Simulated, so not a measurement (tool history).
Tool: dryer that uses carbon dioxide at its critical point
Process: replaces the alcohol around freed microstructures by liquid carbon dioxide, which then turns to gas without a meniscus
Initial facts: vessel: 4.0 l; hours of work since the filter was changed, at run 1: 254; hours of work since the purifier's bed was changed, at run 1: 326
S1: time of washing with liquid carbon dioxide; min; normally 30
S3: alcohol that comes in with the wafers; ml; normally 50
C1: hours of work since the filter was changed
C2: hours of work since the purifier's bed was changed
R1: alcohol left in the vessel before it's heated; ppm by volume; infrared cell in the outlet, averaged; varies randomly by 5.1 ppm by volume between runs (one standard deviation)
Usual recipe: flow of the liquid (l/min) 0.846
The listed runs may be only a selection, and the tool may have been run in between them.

run 1 hour=0 | S1=30 flow_of_the_liquid_(l/min)=0.846 S3=50 | C1=254 C2=326 | R1=97
run 2 hour=23.9 | S1=30 flow_of_the_liquid_(l/min)=0.846 S3=50 | C1=262 C2=334 | R1=102
run 3 hour=36.4 | S1=30 flow_of_the_liquid_(l/min)=1.405 S3=50 | C1=267 C2=339 | R1=17
run 4 hour=54.2 | S1=30 flow_of_the_liquid_(l/min)=1.405 S3=50 | C1=273 C2=345 | R1=30
run 5 hour=74.1 | S1=30 flow_of_the_liquid_(l/min)=1.405 S3=50 | C1=280 C2=352 | R1=29
run 6 hour=97.9 | S1=30 flow_of_the_liquid_(l/min)=1.405 S3=50 | C1=289 C2=361 | R1=36
run 7 hour=120.1 | S1=30 flow_of_the_liquid_(l/min)=1.405 S3=50 | C1=296 C2=368 | R1=25
run 8 hour=136.8 | S1=30 flow_of_the_liquid_(l/min)=1.405 S3=50 | C1=302 C2=374 | R1=24
run 9 hour=155 | S1=30 flow_of_the_liquid_(l/min)=1.405 S3=50 | C1=309 C2=381 | R1=29

Predict the results of run 10:
run 10 hour=166.8 | S1=30 flow_of_the_liquid_(l/min)=1.405 S3=50 | C1=313 C2=385 | R1=?

{"run 10": {"R1": 31}}
With no hidden state in the tool, this same run would have given R1 8 ppm by volume.
